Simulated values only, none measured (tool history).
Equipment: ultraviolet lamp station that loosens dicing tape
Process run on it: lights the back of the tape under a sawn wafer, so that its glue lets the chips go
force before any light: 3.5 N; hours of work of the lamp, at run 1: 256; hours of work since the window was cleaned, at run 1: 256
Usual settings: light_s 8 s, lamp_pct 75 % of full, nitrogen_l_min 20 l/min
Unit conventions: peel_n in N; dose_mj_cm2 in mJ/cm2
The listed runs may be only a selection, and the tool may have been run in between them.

run	hour	light_s	lamp_pct	nitrogen_l_min	hours of work of the lamp	hours of work since the window was cleaned	peel_n	dose_mj_cm2
1	0	8	75	20	256	256	0.317	275
2	7.7	8	75	27	259	259	0.291	272
3	25	6	75	27	268	268	0.469	202
4	38.3	8	62	20	275	275	0.455	226
5	54.8	8	62	20	283	283	0.456	227
6	62.8	8	62	20	287	287	0.44	227
7	79	5	75	20	295	295	0.71	170
8	93.4	8	75	20	303	303	0.312	273
9	103.9	8	75	38	308	308	0.274	277
10	114.3	8	75	36	313	313	0.279	273
11	129.4	8	75	36	321	321	0.271	273
12	142.5	8	75	20	327	327	0.325	279
13	158.2	8	75	20	335	335	0.324	273
14	170.1	8	75	8	341	341	0.464	276
15	182.6	16	75	34	348	348	0.14	557
16	197.4	16	75	34	355	355	0.13	546
17	210.2	6	71	7	362	362	0.833	192
# hour 220.9: window cleaned of glue's vapour
18	222.9	6	71	7	368	1	0.84	196
19	240.9	6	71	7	377	10	0.814	199
20	250.9	4	93	24	382	15	0.686	171
21	265.9	8	92	7	389	23	0.355	337

For run 22, what comes out?
22	277.8	8	92	7	395	29	?	?

{"run 22": {"peel_n": 0.339, "dose_mj_cm2": 339}}
On a tool with no hidden condition, and with the same random variation, this run would have come out at peel_n 0.339 N, dose_mj_cm2 339 mJ/cm2.
